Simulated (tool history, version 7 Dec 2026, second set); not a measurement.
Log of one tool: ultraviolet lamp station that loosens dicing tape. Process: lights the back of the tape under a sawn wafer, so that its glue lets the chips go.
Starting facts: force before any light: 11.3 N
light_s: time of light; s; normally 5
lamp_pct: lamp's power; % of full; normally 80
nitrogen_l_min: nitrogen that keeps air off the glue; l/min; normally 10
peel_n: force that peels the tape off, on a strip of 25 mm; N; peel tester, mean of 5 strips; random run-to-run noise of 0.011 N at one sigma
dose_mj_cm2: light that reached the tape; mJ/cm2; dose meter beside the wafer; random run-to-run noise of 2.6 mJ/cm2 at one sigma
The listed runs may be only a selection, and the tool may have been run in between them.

run	day	light_s	lamp_pct	nitrogen_l_min	peel_n	dose_mj_cm2
1	0.000	5	80	10	0.579	309
2	1.167	5	80	9	0.650	305
3	2.658	5	80	9	0.676	297
4	4.433	5	80	9	0.727	296
5	5.988	7	80	10	0.327	399
6	8.229	2	80	10	3.423	112
7	9.821	2	80	10	3.593	106
8	10.942	2	70	11	3.916	94
# day 11.108: window cleaned of glue's vapour
9	13.475	2	70	11	4.548	83
# day 14.758: window cleaned of glue's vapour, once more
10	15.496	3	80	10	1.700	182
11	16.858	2	80	10	3.107	122
12	18.921	2	85	4	4.372	127
13	21.192	2	85	4	4.202	122
14	22.362	2	85	4	4.308	120

Below are 3 alternative next runs, each starting from the tool's condition after run 14. Predict each:
A	24.300	3	82	4	?	?
B	24.300	5	83	14	?	?
C	24.300	5	65	10	?	?

run	peel_n	dose_mj_cm2
A	2.920	176
B	0.548	293
C	1.107	227
With no hidden state in the tool, these same runs would have given:
run	peel_n	dose_mj_cm2
A	2.334	206
B	0.395	343
C	0.789	267
